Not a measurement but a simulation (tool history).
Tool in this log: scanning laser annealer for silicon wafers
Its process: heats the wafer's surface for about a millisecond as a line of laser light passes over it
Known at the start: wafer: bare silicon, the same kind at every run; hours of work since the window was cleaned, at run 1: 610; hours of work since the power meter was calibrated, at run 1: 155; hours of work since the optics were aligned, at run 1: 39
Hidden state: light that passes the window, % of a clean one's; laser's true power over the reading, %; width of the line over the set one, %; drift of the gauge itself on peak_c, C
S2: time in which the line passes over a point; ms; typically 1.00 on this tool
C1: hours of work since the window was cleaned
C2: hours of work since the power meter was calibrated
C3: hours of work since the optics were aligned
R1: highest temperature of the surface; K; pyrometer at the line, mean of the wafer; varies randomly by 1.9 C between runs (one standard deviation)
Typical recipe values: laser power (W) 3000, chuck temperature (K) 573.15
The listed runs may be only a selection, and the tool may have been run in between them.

{"run": 1, "hour": 0.0, "laser power (W)": 3000, "S2": 1.0, "chuck temperature (K)": 573.15, "C1": 610, "C2": 155, "C3": 39, "R1": 1378.15}
{"run": 2, "hour": 7.7, "laser power (W)": 3223, "S2": 1.0, "chuck temperature (K)": 573.15, "C1": 613, "C2": 158, "C3": 42, "R1": 1458.15}
{"run": 3, "hour": 13.9, "laser power (W)": 3223, "S2": 1.0, "chuck temperature (K)": 573.15, "C1": 616, "C2": 161, "C3": 45, "R1": 1457.15}
{"run": 4, "hour": 21.9, "laser power (W)": 3223, "S2": 1.0, "chuck temperature (K)": 573.15, "C1": 619, "C2": 165, "C3": 48, "R1": 1456.15}
{"run": 5, "hour": 29.6, "laser power (W)": 3223, "S2": 1.0, "chuck temperature (K)": 573.15, "C1": 623, "C2": 168, "C3": 52, "R1": 1452.15}
{"run": 6, "hour": 37.4, "laser power (W)": 3223, "S2": 1.0, "chuck temperature (K)": 573.15, "C1": 626, "C2": 171, "C3": 55, "R1": 1455.15}
{"run": 7, "hour": 43.6, "laser power (W)": 2726, "S2": 1.0, "chuck temperature (K)": 573.15, "C1": 629, "C2": 174, "C3": 58, "R1": 1284.15}
{"run": 8, "hour": 52.4, "laser power (W)": 3000, "S2": 0.96, "chuck temperature (K)": 573.15, "C1": 632, "C2": 178, "C3": 61, "R1": 1361.15}
{"run": 9, "hour": 59.4, "laser power (W)": 3000, "S2": 0.96, "chuck temperature (K)": 573.15, "C1": 635, "C2": 181, "C3": 64, "R1": 1363.15}
{"run": 10, "hour": 65.7, "laser power (W)": 3000, "S2": 0.95, "chuck temperature (K)": 573.15, "C1": 638, "C2": 184, "C3": 67, "R1": 1359.15}
{"run": 11, "hour": 71.0, "laser power (W)": 3000, "S2": 0.95, "chuck temperature (K)": 573.15, "C1": 640, "C2": 186, "C3": 69, "R1": 1359.15}
{"run": 12, "hour": 79.2, "laser power (W)": 3076, "S2": 1.0, "chuck temperature (K)": 598.15, "C1": 644, "C2": 189, "C3": 73, "R1": 1430.15}
{"hour": 83.2, "done": "window over the wafer cleaned"}
{"run": 13, "hour": 90.1, "laser power (W)": 3076, "S2": 1.13, "chuck temperature (K)": 533.15, "C1": 3, "C2": 193, "C3": 77, "R1": 1407.15}
{"run": 14, "hour": 94.3, "laser power (W)": 3076, "S2": 1.13, "chuck temperature (K)": 533.15, "C1": 5, "C2": 195, "C3": 79, "R1": 1408.15}
{"run": 15, "hour": 101.0, "laser power (W)": 3000, "S2": 1.0, "chuck temperature (K)": 544.15, "C1": 8, "C2": 198, "C3": 82, "R1": 1346.15}
{"run": 16, "hour": 107.2, "laser power (W)": 2806, "S2": 0.79, "chuck temperature (K)": 548.15, "C1": 10, "C2": 201, "C3": 84, "R1": 1217.15}
{"run": 17, "hour": 111.5, "laser power (W)": 3135, "S2": 1.0, "chuck temperature (K)": 548.15, "C1": 12, "C2": 202, "C3": 86, "R1": 1398.15}
{"run": 18, "hour": 117.3, "laser power (W)": 3195, "S2": 1.0, "chuck temperature (K)": 584.15, "C1": 15, "C2": 205, "C3": 89, "R1": 1459.15}
{"run": 19, "hour": 123.8, "laser power (W)": 3195, "S2": 1.0, "chuck temperature (K)": 584.15, "C1": 18, "C2": 208, "C3": 91, "R1": 1454.15}

Each row is a separate what-if for the run after 19, all from the same tool condition, not one after another. Results?
{"run": "A", "hour": 130.9, "laser power (W)": 3195, "S2": 0.83, "chuck temperature (K)": 584.15, "C1": 21, "C2": 211, "C3": 95, "R1": "?"}
{"run": "B", "hour": 130.9, "laser power (W)": 2610, "S2": 1.0, "chuck temperature (K)": 584.15, "C1": 21, "C2": 211, "C3": 95, "R1": "?"}
{"run": "C", "hour": 130.9, "laser power (W)": 3204, "S2": 0.81, "chuck temperature (K)": 533.15, "C1": 21, "C2": 211, "C3": 95, "R1": "?"}
{"run": "D", "hour": 130.9, "laser power (W)": 3000, "S2": 0.76, "chuck temperature (K)": 602.15, "C1": 21, "C2": 211, "C3": 95, "R1": "?"}

run=A R1=1389.15
run=B R1=1256.15
run=C R1=1333.15
run=D R1=1318.15
With the hidden condition removed and each run's random variation left untouched, the same runs would have given:
run=A R1=1389.15
run=B R1=1256.15
run=C R1=1333.15
run=D R1=1318.15
